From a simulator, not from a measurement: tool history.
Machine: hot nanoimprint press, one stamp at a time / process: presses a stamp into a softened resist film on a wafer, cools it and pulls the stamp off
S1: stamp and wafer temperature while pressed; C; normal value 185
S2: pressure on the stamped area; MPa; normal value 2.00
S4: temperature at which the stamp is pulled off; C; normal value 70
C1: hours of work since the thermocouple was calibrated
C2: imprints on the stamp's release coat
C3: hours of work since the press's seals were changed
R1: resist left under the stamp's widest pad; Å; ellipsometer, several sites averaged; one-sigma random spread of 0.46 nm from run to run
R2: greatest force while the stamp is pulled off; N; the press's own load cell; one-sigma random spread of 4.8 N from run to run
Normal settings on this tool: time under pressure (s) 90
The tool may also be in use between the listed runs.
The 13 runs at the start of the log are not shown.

Run 14, hour 378.6: usual settings; C1 226; C2 1559; C3 947. Result: R1 1124 Å, R2 231 N.
Run 15, hour 396.3: usual settings but S4 71 C; C1 237; C2 1632; C3 957. Result: R1 1115 Å, R2 229 N.
Run 16, hour 425.6: usual settings but S4 71 C; C1 254; C2 1754; C3 975. Result: R1 1133 Å, R2 224 N.
Run 17, hour 447.3: usual settings but S2 1.52 MPa, S4 60 C; C1 268; C2 1844; C3 989. Result: R1 1258 Å, R2 289 N.
Run 18, hour 465.4: usual settings but S1 197 C, S4 73 C; C1 279; C2 1919; C3 1000. Result: R1 815 Å, R2 220 N.
Run 19, hour 491.5: usual settings but S1 197 C, S4 73 C; C1 295; C2 2027; C3 1016. Result: R1 807 Å, R2 217 N.
Run 20, hour 518.1: usual settings but S1 196 C, S2 2.03 MPa, S4 59 C; C1 311; C2 2138; C3 1032. Result: R1 824 Å, R2 284 N.
Run 21, hour 547.6: usual settings but S1 178 C, S2 1.71 MPa, S4 59 C; C1 329; C2 2260; C3 1050. Result: R1 1448 Å, R2 285 N.
Run 22, hour 583.1: usual settings but S1 189 C, S4 62 C; C1 350; C2 2407; C3 1071. Result: R1 1004 Å, R2 271 N.
At hour 593.4: stamp cleaned and given a new release coat.
At hour 604.4: plate thermocouple calibrated.
Run 23, hour 625.7: usual settings but S1 189 C, S4 62 C; C1 13; C2 121; C3 1092. Result: R1 1013 Å, R2 280 N.
Run 24, hour 653.2: usual settings but S1 177 C, S2 1.82 MPa, time under pressure (s) 135, S4 69 C; C1 30; C2 236; C3 1109. Result: R1 1250 Å, R2 233 N.
Run 25, hour 678.2: usual settings but S1 191 C; C1 45; C2 339; C3 1124. Result: R1 949 Å, R2 232 N.
At hour 689.3: press's hydraulic seals changed and the load cell set to zero.
Run 26, hour 704.0: usual settings but S1 181 C, S2 2.89 MPa, time under pressure (s) 50, S4 74 C; C1 56; C2 413; C3 9. Result: R1 1351 Å, R2 210 N.
Run 27, hour 720.8: usual settings but S1 181 C, S2 2.89 MPa, time under pressure (s) 50, S4 74 C; C1 66; C2 483; C3 19. Result: R1 1347 Å, R2 210 N.
Run 28, hour 755.2: usual settings but S1 181 C, S2 2.89 MPa, time under pressure (s) 58, S4 76 C; C1 87; C2 626; C3 40. Result: R1 1280 Å, R2 213 N.
Run 29, hour 776.8: usual settings but S1 181 C, S2 2.89 MPa, time under pressure (s) 58, S4 76 C; C1 100; C2 715; C3 53. Result: R1 1282 Å, R2 208 N.
Run 30, hour 802.3: usual settings but S1 181 C, S2 2.89 MPa, time under pressure (s) 69, S4 76 C; C1 116; C2 821; C3 69. Result: R1 1198 Å, R2 209 N.

What if the next run were any one of these 3? Each begins from the tool's condition after run 30:
Run A, hour 832.0: usual settings but S1 181 C, S2 2.89 MPa, time under pressure (s) 166, S4 76 C; C1 134; C2 944; C3 87. Result: R1 ?, R2 ?.
Run B, hour 832.0: usual settings but S1 178 C, S2 2.34 MPa, time under pressure (s) 46; C1 134; C2 944; C3 87. Result: R1 ?, R2 ?.
Run C, hour 832.0: usual settings but S4 73 C; C1 134; C2 944; C3 87. Result: R1 ?, R2 ?.

run    R1   R2
  A   835  201
  B  1587  234
  C  1125  219
What these runs would have given with no unlogged condition in the tool:
run    R1   R2
  A   835  200
  B  1587  233
  C  1124  218
